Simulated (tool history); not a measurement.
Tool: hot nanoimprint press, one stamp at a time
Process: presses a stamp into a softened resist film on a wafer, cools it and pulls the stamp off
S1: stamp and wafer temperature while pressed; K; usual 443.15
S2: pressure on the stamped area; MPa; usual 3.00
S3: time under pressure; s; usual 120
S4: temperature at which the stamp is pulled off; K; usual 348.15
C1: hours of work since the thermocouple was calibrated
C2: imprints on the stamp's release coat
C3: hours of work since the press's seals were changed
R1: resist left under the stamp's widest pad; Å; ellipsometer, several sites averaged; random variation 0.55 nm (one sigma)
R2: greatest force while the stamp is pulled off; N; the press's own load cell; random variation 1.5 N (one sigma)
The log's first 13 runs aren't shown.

run 14 day=9.208 | S1=443.15 S2=3.00 S3=120 S4=348.15 | C1=48 C2=764 C3=441 | R1=1819 R2=158
run 15 day=9.688 | S1=443.15 S2=3.00 S3=120 S4=348.15 | C1=54 C2=800 C3=447 | R1=1828 R2=159
run 16 day=10.712 | S1=439.15 S2=3.09 S3=140 S4=348.15 | C1=66 C2=876 C3=459 | R1=2041 R2=164
-- day=11.296 plate thermocouple calibrated, once more
run 17 day=11.762 | S1=436.15 S2=2.94 S3=140 S4=348.15 | C1=6 C2=945 C3=471 | R1=2211 R2=155
run 18 day=12.592 | S1=445.15 S2=2.50 S3=64 S4=333.15 | C1=16 C2=1007 C3=481 | R1=2113 R2=227
run 19 day=13.262 | S1=445.15 S2=2.50 S3=64 S4=333.15 | C1=24 C2=1058 C3=489 | R1=2111 R2=231
-- day=14.146 stamp cleaned and given a new release coat
run 20 day=14.583 | S1=445.15 S2=3.81 S3=115 S4=342.15 | C1=37 C2=33 C3=502 | R1=1381 R2=155
run 21 day=15.279 | S1=445.15 S2=3.81 S3=115 S4=342.15 | C1=46 C2=84 C3=511 | R1=1393 R2=155
run 22 day=15.758 | S1=445.15 S2=3.81 S3=115 S4=342.15 | C1=52 C2=120 C3=517 | R1=1388 R2=154
run 23 day=16.450 | S1=445.15 S2=2.57 S3=197 S4=342.15 | C1=60 C2=172 C3=525 | R1=1420 R2=157
run 24 day=17.421 | S1=445.15 S2=2.57 S3=197 S4=342.15 | C1=72 C2=245 C3=537 | R1=1428 R2=161
run 25 day=18.108 | S1=453.15 S2=2.57 S3=197 S4=349.15 | C1=81 C2=296 C3=545 | R1=1017 R2=133
run 26 day=18.750 | S1=453.15 S2=2.57 S3=197 S4=349.15 | C1=89 C2=344 C3=553 | R1=1018 R2=138
run 27 day=19.362 | S1=451.15 S2=3.00 S3=153 S4=352.15 | C1=96 C2=390 C3=561 | R1=1102 R2=124
run 28 day=20.058 | S1=443.15 S2=2.92 S3=88 S4=334.15 | C1=105 C2=442 C3=569 | R1=1934 R2=200
run 29 day=20.600 | S1=443.15 S2=2.13 S3=88 S4=334.15 | C1=111 C2=482 C3=576 | R1=2246 R2=200
run 30 day=21.138 | S1=443.15 S2=2.69 S3=72 S4=348.15 | C1=118 C2=522 C3=583 | R1=2149 R2=144

Forecast each of these 3 alternatives for the next run:
run A day=21.642 | S1=443.15 S2=2.69 S3=72 S4=333.15 | C1=124 C2=560 C3=589 | R1=? R2=?
run B day=21.642 | S1=433.15 S2=3.00 S3=120 S4=348.15 | C1=124 C2=560 C3=589 | R1=? R2=?
run C day=21.642 | S1=443.15 S2=2.69 S3=171 S4=351.15 | C1=124 C2=560 C3=589 | R1=? R2=?

run=A R1=2158 R2=218
run=B R1=2629 R2=149
run=C R1=1612 R2=133
Without the tool's hidden state the same runs would have given:
run=A R1=2125 R2=194
run=B R1=2591 R2=132
run=C R1=1584 R2=118

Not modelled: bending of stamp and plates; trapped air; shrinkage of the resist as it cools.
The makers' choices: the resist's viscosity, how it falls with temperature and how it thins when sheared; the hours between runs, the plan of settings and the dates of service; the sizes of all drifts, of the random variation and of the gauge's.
